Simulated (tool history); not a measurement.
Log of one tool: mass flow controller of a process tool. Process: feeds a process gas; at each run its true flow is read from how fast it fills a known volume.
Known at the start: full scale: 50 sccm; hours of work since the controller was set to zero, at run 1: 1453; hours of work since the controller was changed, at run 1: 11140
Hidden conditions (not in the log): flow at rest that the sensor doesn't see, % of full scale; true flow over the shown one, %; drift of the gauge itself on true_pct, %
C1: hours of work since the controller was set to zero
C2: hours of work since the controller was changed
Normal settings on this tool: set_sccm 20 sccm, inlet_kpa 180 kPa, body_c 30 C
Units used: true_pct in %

Run 1, hour 0.0: usual settings; C1 1453; C2 11140. Result: true_pct 95.97 %.
Run 2, hour 189.9: usual settings but set_sccm 38 sccm; C1 1591; C2 11278. Result: true_pct 96.95 %.
Run 3, hour 377.1: usual settings but set_sccm 38 sccm; C1 1727; C2 11414. Result: true_pct 96.76 %.
Run 4, hour 603.8: usual settings but set_sccm 38 sccm; C1 1892; C2 11578. Result: true_pct 96.78 %.
At hour 768.8: controller exchanged for a calibrated one.
Run 5, hour 781.4: usual settings but set_sccm 38 sccm; C1 9; C2 9. Result: true_pct 99.50 %.
Run 6, hour 1073.4: usual settings but set_sccm 38 sccm; C1 221; C2 221. Result: true_pct 99.51 %.
Run 7, hour 1293.6: usual settings but set_sccm 9 sccm; C1 381; C2 381. Result: true_pct 97.83 %.
Run 8, hour 1575.5: usual settings but inlet_kpa 164 kPa; C1 586; C2 586. Result: true_pct 98.32 %.
Run 9, hour 1975.6: usual settings; C1 876; C2 876. Result: true_pct 98.23 %.
Run 10, hour 2157.3: usual settings; C1 1008; C2 1008. Result: true_pct 98.02 %.
Run 11, hour 2586.5: usual settings but body_c 32 C; C1 1320; C2 1320. Result: true_pct 98.11 %.
Run 12, hour 2885.5: usual settings but body_c 32 C; C1 1537; C2 1537. Result: true_pct 97.70 %.
Run 13, hour 3076.9: usual settings but body_c 32 C; C1 1676; C2 1676. Result: true_pct 97.71 %.
Run 14, hour 3480.7: usual settings but body_c 32 C; C1 1969; C2 1969. Result: true_pct 97.46 %.
Run 15, hour 3810.4: usual settings but body_c 32 C; C1 2209; C2 2209. Result: true_pct 97.31 %.
Run 16, hour 4057.9: usual settings but inlet_kpa 206 kPa, body_c 32 C; C1 2389; C2 2389. Result: true_pct 97.39 %.
Run 17, hour 4331.8: usual settings but inlet_kpa 206 kPa, body_c 32 C; C1 2587; C2 2587. Result: true_pct 97.04 %.
Run 18, hour 4532.2: usual settings but inlet_kpa 206 kPa, body_c 32 C; C1 2733; C2 2733. Result: true_pct 97.15 %.
Run 19, hour 4779.7: usual settings but inlet_kpa 206 kPa, body_c 27 C; C1 2913; C2 2913. Result: true_pct 96.72 %.
Run 20, hour 5089.8: usual settings; C1 3138; C2 3138. Result: true_pct 96.68 %.
Run 21, hour 5410.1: usual settings but inlet_kpa 232 kPa, body_c 34 C; C1 3371; C2 3371. Result: true_pct 96.73 %.
Run 22, hour 5831.7: usual settings but set_sccm 23 sccm; C1 3677; C2 3677. Result: true_pct 96.64 %.
Run 23, hour 6027.2: usual settings but set_sccm 10 sccm, body_c 25 C; C1 3819; C2 3819. Result: true_pct 93.42 %.
Run 24, hour 6344.5: usual settings but set_sccm 10 sccm, body_c 25 C; C1 4049; C2 4049. Result: true_pct 93.18 %.
Run 25, hour 6647.0: usual settings but inlet_kpa 205 kPa, body_c 20 C; C1 4269; C2 4269. Result: true_pct 95.45 %.
Run 26, hour 6957.6: usual settings but set_sccm 16 sccm, inlet_kpa 202 kPa, body_c 36 C; C1 4494; C2 4494. Result: true_pct 95.20 %.
At hour 7268.2: controller's zero set anew.
Run 27, hour 7286.5: usual settings but set_sccm 16 sccm, inlet_kpa 202 kPa, body_c 36 C; C1 13; C2 4733. Result: true_pct 97.84 %.
Run 28, hour 7689.0: usual settings but set_sccm 16 sccm, inlet_kpa 202 kPa, body_c 36 C; C1 306; C2 5025. Result: true_pct 97.62 %.
Run 29, hour 7938.5: usual settings but body_c 37 C; C1 487; C2 5206. Result: true_pct 97.66 %.
Run 30, hour 8165.0: usual settings but body_c 37 C; C1 651; C2 5371. Result: true_pct 97.46 %.
Run 31, hour 8507.1: usual settings but inlet_kpa 162 kPa; C1 900; C2 5619. Result: true_pct 97.02 %.
Run 32, hour 8750.0: usual settings but inlet_kpa 162 kPa; C1 1076; C2 5796. Result: true_pct 96.96 %.
Run 33, hour 9033.1: usual settings but set_sccm 32 sccm; C1 1282; C2 6001. Result: true_pct 97.66 %.
Run 34, hour 9293.2: usual settings but set_sccm 32 sccm; C1 1471; C2 6190. Result: true_pct 97.58 %.
Run 35, hour 9659.3: usual settings but set_sccm 32 sccm; C1 1736; C2 6456. Result: true_pct 97.42 %.
Run 36, hour 9909.7: usual settings but set_sccm 32 sccm; C1 1918; C2 6638. Result: true_pct 97.34 %.
Run 37, hour 10324.4: usual settings but set_sccm 11 sccm, inlet_kpa 208 kPa; C1 2219; C2 6939. Result: true_pct 94.97 %.
Run 38, hour 10524.0: usual settings but set_sccm 11 sccm, inlet_kpa 208 kPa; C1 2364; C2 7084. Result: true_pct 94.75 %.
Run 39, hour 10710.7: usual settings but inlet_kpa 208 kPa; C1 2500; C2 7220. Result: true_pct 96.24 %.

Forecast each of these 3 alternatives for the next run:
Run A, hour 11060.6: usual settings but set_sccm 5 sccm, inlet_kpa 208 kPa; C1 2754; C2 7474. Result: true_pct ?.
Run B, hour 11060.6: usual settings but inlet_kpa 277 kPa; C1 2754; C2 7474. Result: true_pct ?.
Run C, hour 11060.6: usual settings but set_sccm 22 sccm, inlet_kpa 152 kPa, body_c 20 C; C1 2754; C2 7474. Result: true_pct ?.

run  true_pct
  A     90.79
  B     96.35
  C     95.57
Had the tool no hidden state, the same runs would have come out as:
run  true_pct
  A     98.40
  B     99.35
  C     98.44
